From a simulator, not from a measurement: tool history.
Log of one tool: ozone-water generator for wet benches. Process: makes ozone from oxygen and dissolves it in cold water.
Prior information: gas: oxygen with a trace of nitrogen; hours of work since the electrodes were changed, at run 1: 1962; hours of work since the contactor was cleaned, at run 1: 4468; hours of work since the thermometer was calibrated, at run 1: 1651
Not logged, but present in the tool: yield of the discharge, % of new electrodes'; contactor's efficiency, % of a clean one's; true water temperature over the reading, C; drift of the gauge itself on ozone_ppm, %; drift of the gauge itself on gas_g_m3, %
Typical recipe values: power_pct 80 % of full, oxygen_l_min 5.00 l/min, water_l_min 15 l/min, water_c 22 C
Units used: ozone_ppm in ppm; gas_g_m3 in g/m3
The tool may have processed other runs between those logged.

run    hour  power_pct  oxygen_l_min  water_l_min  water_c  hours of work since the electrodes were changed  hours of work since the contactor was cleaned  hours of work since the thermometer was calibrated  ozone_ppm  gas_g_m3
  1     0.0         80          5.00           15       22                                             1962                                           4468                                                1651       18.5     184.2
  2    84.8         80          5.00           15       22                                             2024                                           4530                                                1713       18.4     184.9
  3   186.4         80          5.00           15       22                                             2097                                           4604                                                1787       18.0     183.6
  4   324.5         80          5.00           15       22                                             2198                                           4704                                                1887       18.2     182.0
  5   436.0         80          5.00           15       22                                             2279                                           4786                                                1968       18.2     181.5
  6   525.3         80          5.00           15       22                                             2344                                           4850                                                2033       18.0     182.2
  7   687.2         80          5.00           15       22                                             2462                                           4968                                                2151       17.9     180.5
  8   835.1         55          5.00           15       22                                             2569                                           5076                                                2259       13.0     132.2
  9   915.1         55          5.00           15       22                                             2628                                           5134                                                2317       13.1     132.3
 10  1007.6         55          5.00           15       22                                             2695                                           5201                                                2384       12.9     132.2
 11  1155.7         55          5.00           15       22                                             2803                                           5309                                                2492       12.9     131.4
 12  1320.8         80          5.00           15       22                                             2923                                           5429                                                2612       17.5     181.3
 13  1460.2         80          5.00           15       22                                             3024                                           5531                                                2714       17.8     180.8
 14  1638.1         80          5.00           15       20                                             3153                                           5660                                                2843       18.2     179.5
 15  1797.7         80          4.02           15       22                                             3270                                           5776                                                2959       18.4     207.7
 16  1874.1         72          5.00           15       22                                             3325                                           5832                                                3015       15.9     163.1
 17  2009.5         80          3.32           10       22                                             3424                                           5930                                                3113       26.6     237.2
 18  2135.6         80          3.32           10       22                                             3515                                           6022                                                3205       26.6     235.5
 19  2251.6         88          6.36           24       22                                             3600                                           6106                                                3289       11.5     161.8
 20  2382.5         41          5.00           15       22                                             3695                                           6201                                                3384        9.8     101.5
 21  2547.6         80          5.00           23       22                                             3815                                           6322                                                3505       11.8     176.9
 22  2669.6         80          5.00           14       19                                             3904                                           6410                                                3593       18.7     177.6
 23  2796.9        100          4.47           15       22                                             3996                                           6503                                                3686       21.0     228.2
 24  2947.1        100          4.47           15       22                                             4106                                           6612                                                3795       20.7     228.7
 25  3047.9        100          4.47           15       22                                             4179                                           6685                                                3868       20.8     225.7
 26  3211.8         86          6.83           15       24                                             4298                                           6805                                                3988       15.5     147.2
 27  3307.8         80          3.76           22       26                                             4368                                           6875                                                4058       11.5     212.3
 28  3392.0         80          7.40           13       22                                             4429                                           6936                                                4119       16.6     131.9
     3445.3  -- water thermometer calibrated
 29  3573.0         78          7.40           13       16                                             4561                                           7067                                                  93       18.2     128.7
 30  3668.6         78          7.40           13       16                                             4630                                           7137                                                 162       18.4     127.6
 31  3772.8         78          7.40           13       16                                             4706                                           7212                                                 238       18.4     128.0
 32  3873.7         78          7.40           13       16                                             4779                                           7286                                                 312       18.1     126.0

How would selected steps in ozone_ppm from run to run divide? Give the signed amount a tool lacking its hidden state would still show from settings, what came in and random variation, and the signed amount left for the hidden state, including any gauge scatter that is not in both of the compared results.
Run 16 -> 17: power_pct 72 -> 80, oxygen_l_min 5.00 -> 3.32, water_l_min 15 -> 10. ozone_ppm +10.7 ppm: hidden state -1.6, all else +12.3.
Run 18 -> 19: power_pct 80 -> 88, oxygen_l_min 3.32 -> 6.36, water_l_min 10 -> 24. ozone_ppm -15.1 ppm: hidden state +1.9, all else -17.0.
Run 21 -> 22: water_l_min 23 -> 14, water_c 22 -> 19. ozone_ppm +6.9 ppm: hidden state -1.2, all else +8.1.
Run 25 -> 26: power_pct 100 -> 86, oxygen_l_min 4.47 -> 6.83, water_c 22 -> 24. ozone_ppm -5.3 ppm: hidden state +1.3, all else -6.6.
